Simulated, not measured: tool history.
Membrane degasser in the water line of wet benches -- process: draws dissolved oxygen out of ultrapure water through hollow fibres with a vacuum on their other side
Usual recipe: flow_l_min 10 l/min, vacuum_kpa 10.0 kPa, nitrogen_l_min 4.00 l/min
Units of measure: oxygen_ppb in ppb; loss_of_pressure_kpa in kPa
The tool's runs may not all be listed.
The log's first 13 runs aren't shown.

| run | hour | flow_l_min | vacuum_kpa | nitrogen_l_min | hours since the membrane was changed | hours since the vacuum gauge was calibrated | hours since the vacuum lines were made tight | oxygen_ppb | loss_of_pressure_kpa |
|---|---|---|---|---|---|---|---|---|---|
| 14 | 497.9 | 8 | 10.0 | 4.00 | 1155 | 4979 | 2947 | 44.6 | 25.75 |
| 15 | 529.5 | 10 | 10.0 | 4.00 | 1186 | 5010 | 2979 | 61.3 | 32.23 |
| 16 | 563.9 | 10 | 10.0 | 4.00 | 1221 | 5045 | 3013 | 60.9 | 32.55 |
| 17 | 605.0 | 10 | 10.0 | 4.00 | 1262 | 5086 | 3055 | 62.6 | 32.16 |
| 18 | 660.5 | 12 | 10.0 | 4.00 | 1317 | 5141 | 3110 | 82.4 | 38.77 |
| 19 | 712.2 | 14 | 16.4 | 8.38 | 1369 | 5193 | 3162 | 103.9 | 45.05 |
|  | 749.5 | vacuum gauge calibrated |
| 20 | 765.1 | 14 | 16.4 | 8.38 | 1421 | 16 | 3214 | 102.6 | 45.06 |
| 21 | 805.4 | 12 | 7.8 | 2.39 | 1462 | 56 | 3254 | 85.3 | 38.80 |
| 22 | 834.5 | 12 | 16.9 | 4.83 | 1491 | 85 | 3283 | 113.2 | 38.86 |
| 23 | 860.7 | 10 | 6.7 | 2.31 | 1517 | 111 | 3310 | 53.2 | 32.42 |
| 24 | 909.3 | 10 | 10.0 | 2.84 | 1566 | 160 | 3358 | 75.2 | 32.48 |
| 25 | 953.9 | 10 | 10.0 | 2.84 | 1610 | 204 | 3403 | 75.1 | 32.21 |
| 26 | 982.4 | 10 | 10.0 | 2.84 | 1639 | 233 | 3431 | 74.7 | 32.28 |
| 27 | 1014.2 | 6 | 14.4 | 5.72 | 1671 | 265 | 3463 | 33.7 | 19.35 |
| 28 | 1058.7 | 6 | 14.4 | 5.72 | 1715 | 309 | 3508 | 32.8 | 19.43 |
| 29 | 1105.7 | 6 | 7.1 | 4.41 | 1762 | 356 | 3555 | 16.0 | 19.08 |
| 30 | 1131.2 | 16 | 22.2 | 4.06 | 1788 | 382 | 3580 | 252.1 | 51.45 |
| 31 | 1170.0 | 7 | 24.3 | 5.65 | 1826 | 420 | 3619 | 72.4 | 22.58 |
| 32 | 1192.5 | 7 | 24.3 | 5.65 | 1849 | 443 | 3642 | 73.2 | 22.75 |

Here are 4 independent what-if runs from the current tool condition. What would each one return?
|  | 1214.7 | seals of the vacuum lines changed |
| A | 1228.8 | 6 | 24.9 | 11.50 | 1883 | 477 | 14 | ? | ? |
|  | 1214.7 | seals of the vacuum lines changed |
| B | 1228.8 | 8 | 10.0 | 4.00 | 1883 | 477 | 14 | ? | ? |
|  | 1214.7 | seals of the vacuum lines changed |
| C | 1228.8 | 7 | 7.1 | 5.65 | 1883 | 477 | 14 | ? | ? |
|  | 1214.7 | seals of the vacuum lines changed |
| D | 1228.8 | 10 | 21.2 | 4.00 | 1883 | 477 | 14 | ? | ? |

| run | oxygen_ppb | loss_of_pressure_kpa |
|---|---|---|
| A | 29.9 | 19.36 |
| B | 40.1 | 25.85 |
| C | 16.0 | 22.46 |
| D | 125.1 | 32.12 |
The same runs, with their run-to-run variation unchanged, on a tool lacking any hidden condition would have given:
| run | oxygen_ppb | loss_of_pressure_kpa |
|---|---|---|
| A | 29.8 | 19.06 |
| B | 39.4 | 25.46 |
| C | 15.6 | 22.12 |
| D | 123.7 | 31.64 |

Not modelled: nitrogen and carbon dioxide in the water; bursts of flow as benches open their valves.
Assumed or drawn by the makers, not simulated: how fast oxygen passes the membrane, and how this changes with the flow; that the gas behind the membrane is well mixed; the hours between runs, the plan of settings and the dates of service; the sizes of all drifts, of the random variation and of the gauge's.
